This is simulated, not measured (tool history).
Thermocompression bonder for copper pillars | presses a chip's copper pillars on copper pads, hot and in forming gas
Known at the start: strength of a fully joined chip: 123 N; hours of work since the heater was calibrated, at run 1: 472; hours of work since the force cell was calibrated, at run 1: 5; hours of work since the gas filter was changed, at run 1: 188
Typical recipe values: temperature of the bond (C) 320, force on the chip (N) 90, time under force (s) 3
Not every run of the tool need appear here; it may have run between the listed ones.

run	hour	temperature of the bond (C)	force on the chip (N)	time under force (s)	hours of work since the heater was calibrated	hours of work since the force cell was calibrated	hours of work since the gas filter was changed	force that shears a chip off (N)
1	0	320	90	3	472	5	188	68.3
2	8.6	320	90	3	479	11	194	67.4
3	15.2	334	90	3	484	16	199	78.1
4	21.1	334	90	3	488	21	204	79.5
5	28.9	334	90	3	494	27	210	78.9
6	39.8	325	90	3	502	35	218	70.3
7	48.9	320	90	2	509	42	225	59.3
8	59.8	322	56	2	518	50	233	36.6
9	64.9	322	56	2	522	54	237	37
10	75.2	296	90	5	529	62	245	62.6
11	86.6	339	85	2	538	71	254	69.8
12	94.7	339	85	2	544	77	260	67.6
13	105.7	294	89	9	552	85	268	72.9
14	115	294	89	9	559	92	275	69.9

What if the next run were any one of these 3? Each begins from the tool's condition after run 14:
A	120.4	334	90	4	564	96	279	?
B	120.4	324	107	9	564	96	279	?
C	120.4	291	113	5	564	96	279	?

run	force that shears a chip off (N)
A	85.1
B	104.4
C	71.4
The same runs, with their run-to-run variation unchanged, on a tool lacking any hidden condition would have given:
run	force that shears a chip off (N)
A	85.8
B	105.2
C	72
